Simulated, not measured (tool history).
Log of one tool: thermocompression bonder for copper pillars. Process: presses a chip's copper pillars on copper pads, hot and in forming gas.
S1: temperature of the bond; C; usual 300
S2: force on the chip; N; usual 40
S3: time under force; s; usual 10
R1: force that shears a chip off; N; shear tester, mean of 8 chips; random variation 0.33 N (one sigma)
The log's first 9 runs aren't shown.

{"run": 10, "hour": 627.3, "S1": 325, "S2": 40, "S3": 8, "R1": 92.8}
{"run": 11, "hour": 705.8, "S1": 325, "S2": 40, "S3": 8, "R1": 92.9}
{"run": 12, "hour": 792.7, "S1": 300, "S2": 40, "S3": 26, "R1": 99.2}
{"run": 13, "hour": 863.1, "S1": 300, "S2": 40, "S3": 26, "R1": 99.8}
{"hour": 882.8, "done": "forming gas filter changed"}
{"hour": 926.8, "done": "gauge calibrated"}
{"run": 14, "hour": 926.8, "S1": 300, "S2": 40, "S3": 26, "R1": 102.1}
{"run": 15, "hour": 975.0, "S1": 300, "S2": 40, "S3": 10, "R1": 78.8}
{"run": 16, "hour": 1037.4, "S1": 300, "S2": 40, "S3": 10, "R1": 79}
{"run": 17, "hour": 1088.3, "S1": 300, "S2": 40, "S3": 10, "R1": 78.4}
{"run": 18, "hour": 1155.9, "S1": 300, "S2": 40, "S3": 10, "R1": 79.3}
{"run": 19, "hour": 1206.3, "S1": 300, "S2": 40, "S3": 10, "R1": 78.4}
{"run": 20, "hour": 1262.8, "S1": 323, "S2": 40, "S3": 10, "R1": 98.1}
{"run": 21, "hour": 1312.4, "S1": 323, "S2": 40, "S3": 10, "R1": 98.5}
{"run": 22, "hour": 1369.5, "S1": 301, "S2": 43, "S3": 10, "R1": 81.1}
{"run": 23, "hour": 1454.2, "S1": 301, "S2": 43, "S3": 10, "R1": 81.1}
{"run": 24, "hour": 1520.6, "S1": 322, "S2": 35, "S3": 7, "R1": 82.7}
{"hour": 1581.8, "done": "forming gas filter changed"}
{"run": 25, "hour": 1611.5, "S1": 322, "S2": 35, "S3": 9, "R1": 89.4}
{"run": 26, "hour": 1657.4, "S1": 272, "S2": 42, "S3": 17, "R1": 65.4}

Run 27 comes next. What will it give?
{"run": 27, "hour": 1717.3, "S1": 272, "S2": 42, "S3": 17, "R1": "?"}

Run 27 gave R1 65.4 N.
Without the tool's hidden state the same run would have given R1 67 N.

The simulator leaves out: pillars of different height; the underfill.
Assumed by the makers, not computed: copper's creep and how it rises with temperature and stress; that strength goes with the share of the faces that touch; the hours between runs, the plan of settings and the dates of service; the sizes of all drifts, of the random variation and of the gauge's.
